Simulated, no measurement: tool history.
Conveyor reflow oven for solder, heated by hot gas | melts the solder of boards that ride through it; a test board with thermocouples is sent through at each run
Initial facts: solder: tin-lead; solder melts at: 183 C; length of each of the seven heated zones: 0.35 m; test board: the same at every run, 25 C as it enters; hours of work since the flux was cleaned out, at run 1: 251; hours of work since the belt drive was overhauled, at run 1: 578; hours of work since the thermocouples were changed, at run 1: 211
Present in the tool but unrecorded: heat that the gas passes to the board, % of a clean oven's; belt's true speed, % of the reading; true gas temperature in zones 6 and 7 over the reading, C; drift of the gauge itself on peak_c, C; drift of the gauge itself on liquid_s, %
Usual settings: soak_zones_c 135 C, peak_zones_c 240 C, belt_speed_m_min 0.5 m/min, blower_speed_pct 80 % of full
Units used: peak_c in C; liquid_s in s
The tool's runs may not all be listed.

| run | day | soak_zones_c | peak_zones_c | belt_speed_m_min | blower_speed_pct | hours of work since the flux was cleaned out | hours of work since the belt drive was overhauled | hours of work since the thermocouples were changed | peak_c | liquid_s |
|---|---|---|---|---|---|---|---|---|---|---|
| 1 | 0 | 135 | 240 | 0.5 | 80 | 251 | 578 | 211 | 222 | 65.6 |
| 2 | 0.483 | 135 | 240 | 0.5 | 64 | 258 | 585 | 218 | 217 | 60.7 |
| 3 | 1.546 | 135 | 240 | 0.572 | 80 | 274 | 601 | 234 | 216.2 | 52.5 |
| 4 | 2.617 | 135 | 240 | 0.572 | 80 | 290 | 617 | 250 | 216.4 | 52.8 |
| 5 | 3.346 | 135 | 240 | 0.572 | 80 | 301 | 628 | 261 | 216.6 | 52.2 |
| 6 | 4.192 | 135 | 240 | 0.5 | 73 | 314 | 640 | 274 | 219.2 | 63.3 |
| 7 | 4.954 | 143 | 240 | 0.5 | 73 | 325 | 652 | 285 | 221.1 | 67.4 |
| 8 | 5.575 | 127 | 244 | 0.5 | 80 | 335 | 661 | 295 | 222.7 | 63.3 |
| 9 | 6.571 | 120 | 249 | 0.5 | 80 | 350 | 676 | 310 | 225 | 63 |
|  | 7.35 | flux residue cleaned out of gas plates and filters |
| 10 | 7.379 | 135 | 238 | 0.5 | 51 | 0 | 685 | 318 | 212.5 | 55.9 |
| 11 | 8.292 | 135 | 241 | 0.5 | 51 | 14 | 699 | 332 | 214.8 | 58.1 |
| 12 | 9.15 | 135 | 239 | 0.411 | 55 | 27 | 712 | 345 | 222.4 | 80.8 |
| 13 | 10.154 | 134 | 240 | 0.508 | 67 | 42 | 727 | 360 | 219.5 | 62.3 |

Consider 4 possible next runs. They are alternatives, not a sequence: every one starts from the tool as it was left by run 13. What does each give?
| A | 11.221 | 134 | 240 | 0.508 | 58 | 58 | 743 | 376 | ? | ? |
| B | 11.221 | 127 | 244 | 0.508 | 54 | 58 | 743 | 376 | ? | ? |
| C | 11.221 | 135 | 234 | 0.5 | 80 | 58 | 743 | 376 | ? | ? |
| D | 11.221 | 134 | 240 | 0.456 | 67 | 58 | 743 | 376 | ? | ? |

| run | peak_c | liquid_s |
|---|---|---|
| A | 216.1 | 58.6 |
| B | 215.8 | 55.7 |
| C | 219 | 64.5 |
| D | 223.4 | 73.8 |
Had the tool no hidden state, the same runs would have come out as:
| run | peak_c | liquid_s |
|---|---|---|
| A | 216 | 57.9 |
| B | 215.6 | 55 |
| C | 218.9 | 63.9 |
| D | 223.2 | 73 |
